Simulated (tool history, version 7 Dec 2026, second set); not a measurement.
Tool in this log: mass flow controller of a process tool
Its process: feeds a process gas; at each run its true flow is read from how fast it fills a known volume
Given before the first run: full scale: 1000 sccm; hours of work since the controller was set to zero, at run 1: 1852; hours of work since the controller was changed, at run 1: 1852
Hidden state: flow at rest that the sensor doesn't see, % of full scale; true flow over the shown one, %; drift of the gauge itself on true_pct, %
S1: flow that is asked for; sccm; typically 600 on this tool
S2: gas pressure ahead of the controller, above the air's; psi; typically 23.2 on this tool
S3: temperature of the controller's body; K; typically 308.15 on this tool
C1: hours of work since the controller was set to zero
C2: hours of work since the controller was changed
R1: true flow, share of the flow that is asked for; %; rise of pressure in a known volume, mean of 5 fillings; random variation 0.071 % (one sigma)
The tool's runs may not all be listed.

run,hour,S1,S2,S3,C1,C2,R1
1,0,600,23.2,308.15,1852,1852,100.23
2,65,600,23.2,308.15,1887,1887,100.27
3,142,600,23.2,308.15,1927,1927,100.21
4,206.3,600,23.2,308.15,1961,1961,100.19
5,298.8,600,23.2,308.15,2010,2010,100.16
6,366.1,600,35.4,308.15,2045,2045,100.71
7,451.6,600,35.4,304.15,2090,2090,100.44
8,505.4,600,23.2,302.15,2119,2119,99.8
9,592.1,600,23.2,302.15,2164,2164,99.82
10,673.5,600,23.2,308.15,2207,2207,100.12
11,733.5,600,23.2,308.15,2239,2239,100.05
12,823.3,600,23.2,308.15,2286,2286,100.12
13,909.9,600,23.2,308.15,2332,2332,100.24
14,977.2,600,29.7,308.15,2367,2367,100.54
15,1018.5,600,23.2,308.15,2389,2389,100.17
16,1060.9,600,23.2,308.15,2412,2412,100.17
17,1116.5,600,23.2,308.15,2441,2441,100.04
18,1167.1,600,23.2,308.15,2468,2468,100.15
19,1252.8,600,23.2,308.15,2513,2513,100.22
20,1294.2,600,23.2,308.15,2535,2535,100.06
21,1332.7,265,40.6,309.15,2555,2555,101.8
22,1382.5,265,40.6,309.15,2581,2581,101.79
23,1473.5,101,36,295.15,2629,2629,104.13
24,1517.9,101,35.5,295.15,2653,2653,104.09
25,1581.9,101,35.5,295.15,2686,2686,104.15
# hour 1586.6: controller's zero set anew
26,1621.8,101,35.5,295.15,19,2707,107.11
27,1676.6,101,35.5,295.15,48,2736,107.03
28,1763,101,35.5,295.15,93,2782,107.08
29,1829.2,198,35.5,298.15,128,2816,103.26
30,1871.8,885,26.1,298.15,150,2839,99.77
# hour 1945.8: controller's zero set anew, once more
31,1955.1,245,25.8,295.15,5,2883,98.42
32,2013.3,600,22,303.15,36,2913,98.87
33,2097.6,600,40.2,294.15,80,2958,98.93
34,2175.2,600,40.2,297.15,121,2999,99.3
35,2256.2,600,22.8,300.15,164,3041,98.63
36,2328.4,709,31,297.15,202,3079,98.82
37,2379.9,825,23.2,304.15,229,3107,98.99

Hidden state or all else? Some run-to-run changes of R1, split into what the settings, what came in and random variation would give without the hidden state, and what is left for the hidden state (with any gauge scatter that isn't in both results):
Run 22 -> 23: S1 265 -> 101, S2 40.6 -> 36, S3 309.15 -> 295.15. R1 +2.34 %: hidden state +3.31, all else -0.97.
Run 25 -> 26: controller's zero set anew. R1 +2.96 %: hidden state +2.96, all else +0.
Run 28 -> 29: S1 101 -> 198, S3 295.15 -> 298.15. R1 -3.82 %: hidden state -4.14, all else +0.32.
Run 29 -> 30: S1 198 -> 885, S2 35.5 -> 26.1. R1 -3.49 %: hidden state -3.4, all else -0.09.
